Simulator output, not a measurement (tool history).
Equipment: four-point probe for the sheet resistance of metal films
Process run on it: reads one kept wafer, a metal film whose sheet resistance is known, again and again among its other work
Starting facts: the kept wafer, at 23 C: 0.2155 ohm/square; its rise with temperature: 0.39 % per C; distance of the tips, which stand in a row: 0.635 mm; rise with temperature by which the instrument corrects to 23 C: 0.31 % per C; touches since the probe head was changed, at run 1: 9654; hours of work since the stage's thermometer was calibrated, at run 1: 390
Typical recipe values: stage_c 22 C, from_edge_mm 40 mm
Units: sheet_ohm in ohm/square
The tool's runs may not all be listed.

run,hour,stage_c,from_edge_mm,touches since the probe head was changed,hours of work since the stage's thermometer was calibrated,sheet_ohm
1,0,22,40,9654,390,0.213136
2,13.6,22,40,10063,400,0.213085
3,22.4,22,40,10329,406,0.213067
4,36.7,22,40,10760,416,0.213086
5,47.2,22,40,11075,423,0.213017
6,57,22,5,11371,430,0.214791
7,66.1,22,5,11646,436,0.214811
8,73.5,27,40,11869,441,0.21379
9,80.7,27,40,12087,446,0.213832
10,93.7,27,40,12479,455,0.213848
11,103.8,27,40,12782,462,0.213767
12,112.9,27,40,13057,468,0.213761
13,122.8,27,40,13354,475,0.213704
14,130.7,22,5,13592,480,0.214657
15,140.6,22,40,13892,487,0.21293
16,155.8,22,40,14348,497,0.212933
17,163,22,46,14567,502,0.212817
18,175.7,22,34,14948,511,0.212822
# hour 177.2: stage's thermometer calibrated
19,184.5,24,26,15198,5,0.213104
20,192.5,24,26,15439,11,0.213079
21,205,24,26,15816,19,0.213138
22,215.3,28,4,16128,26,0.216462
23,228.1,29,11,16514,35,0.214159
24,235.5,27,20,16738,40,0.213591
# hour 237.4: stage's thermometer calibrated, once more
25,250.2,27,20,17163,9,0.213675
26,262.9,24,6,17547,17,0.214386
27,278.1,23,30,18004,28,0.212982
28,289.4,23,30,18345,36,0.212952
29,302.5,23,30,18742,45,0.21296
30,309.9,34,5,18962,50,0.216664
31,320.9,34,5,19294,57,0.216511
32,333.3,34,5,19670,66,0.216425
33,341.4,22,19,19914,71,0.212938
34,350.6,22,19,20191,78,0.212833

How the hidden state differs across the entries between the runs, from the last listed run before each to the first after it:
Runs 18 to 19: stage's thermometer calibrated (hour 177.2)
  inner tips' distance over the nominal, %: -1.016 -> -1.02; tips' flats over new ones', %: 25 -> 26; wafer's true temperature over the reading, C: -0.17 -> -0.28
  measured minus no-state result, sheet_ohm: -0.002501 -> -0.002607 ohm/square
Runs 24 to 25: stage's thermometer calibrated, once more (hour 237.4)
  inner tips' distance over the nominal, %: -1.048 -> -1.056; tips' flats over new ones', %: 28 -> 29; wafer's true temperature over the reading, C: -0.29 -> -0.05
  measured minus no-state result, sheet_ohm: -0.002686 -> -0.002508 ohm/square
